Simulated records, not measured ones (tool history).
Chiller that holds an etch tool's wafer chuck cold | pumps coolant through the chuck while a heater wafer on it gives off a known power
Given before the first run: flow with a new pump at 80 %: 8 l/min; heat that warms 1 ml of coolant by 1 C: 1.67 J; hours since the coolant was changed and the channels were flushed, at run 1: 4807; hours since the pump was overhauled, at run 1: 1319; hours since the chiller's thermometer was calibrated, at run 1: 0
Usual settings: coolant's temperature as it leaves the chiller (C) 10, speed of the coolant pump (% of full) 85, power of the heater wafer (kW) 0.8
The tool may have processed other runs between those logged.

run    hour  coolant's temperature as it leaves the chiller (C)  speed of the coolant pump (% of full)  power of the heater wafer (kW)  hours since the coolant was changed and the channels were flushed  hours since the pump was overhauled  hours since the chiller's thermometer was calibrated  chuck's temperature once it has settled (C)  how much warmer the coolant comes back (C)
  1       0                                                  10                                     85                             0.8                                                               4807                                 1319                                                     0                                        16.04                                        3.37
  2    69.1                                                  10                                     85                             0.8                                                               4876                                 1388                                                    69                                        16.16                                         3.4
  3   107.2                                                  10                                     85                             0.8                                                               4915                                 1426                                                   107                                         16.2                                        3.38
  4   140.3                                                  10                                     99                             0.8                                                               4948                                 1459                                                   140                                        15.51                                        2.95
  5     181                                                  10                                     85                             0.8                                                               4988                                 1500                                                   181                                        16.24                                        3.32
  6   224.6                                                  10                                     85                             0.8                                                               5032                                 1543                                                   225                                         16.1                                        3.34
  7   254.5                                                  10                                     85                             0.8                                                               5062                                 1573                                                   255                                        16.21                                        3.41
  8     328                                                  10                                     85                             0.8                                                               5135                                 1647                                                   328                                        16.34                                        3.36
  9   364.8                                                  10                                     85                             0.8                                                               5172                                 1684                                                   365                                        16.23                                        3.39
 10   409.4                                                  10                                     85                             0.8                                                               5217                                 1728                                                   409                                        16.35                                        3.36
 11     451                                                  10                                     85                             0.8                                                               5258                                 1770                                                   451                                        16.11                                        3.41
 12   486.4                                                  10                                     85                             0.8                                                               5294                                 1805                                                   486                                        16.17                                        3.36
 13   517.4                                                  10                                     98                             0.8                                                               5325                                 1836                                                   517                                        15.55                                        2.99
 14   578.6                                                  10                                     85                             0.8                                                               5386                                 1897                                                   579                                        16.28                                        3.32
 15   633.3                                                  10                                     85                             0.8                                                               5441                                 1952                                                   633                                         16.1                                         3.4
 16     697                                                  10                                     85                             0.8                                                               5504                                 2016                                                   697                                        16.12                                        3.44
 17   740.1                                                  18                                     85                           0.633                                                               5547                                 2059                                                   740                                        22.77                                        2.63
 18   792.9                                                  18                                     76                           0.976                                                               5600                                 2112                                                   793                                        26.26                                        4.63
 19   864.6                                                  19                                     85                           0.926                                                               5672                                 2183                                                   865                                        26.08                                        3.89
 20   894.7                                                  15                                     61                             0.8                                                               5702                                 2214                                                   895                                        23.07                                        4.67
 21   938.2                                                   9                                     85                             0.8                                                               5746                                 2257                                                   938                                        15.21                                        3.34
 22  1005.1                                                  13                                     82                             0.8                                                               5812                                 2324                                                  1005                                        19.52                                        3.49
 23  1043.7                                                  17                                     65                           0.802                                                               5851                                 2363                                                  1044                                        24.72                                        4.41
 24  1111.8                                                  10                                     85                           0.554                                                               5919                                 2431                                                  1112                                        14.37                                        2.28
 25  1159.7                                                  10                                     85                           0.554                                                               5967                                 2479                                                  1160                                        14.22                                        2.37
 26  1193.1                                                   4                                     88                           0.867                                                               6000                                 2512                                                  1193                                        10.58                                        3.52
 27  1233.8                                                   4                                     88                           0.867                                                               6041                                 2553                                                  1234                                        10.76                                        3.52

Run 28 has not been measured yet. What should we expect?
 28  1271.3                                                  11                                     77                           0.554                                                               6079                                 2590                                                  1271                                            ?                                           ?

chuck's temperature once it has settled (C): 15.6
how much warmer the coolant comes back (C): 2.53
The same run, on a tool lacking any hidden state, would have yielded chuck's temperature once it has settled (C) 15.6, how much warmer the coolant comes back (C) 2.53.
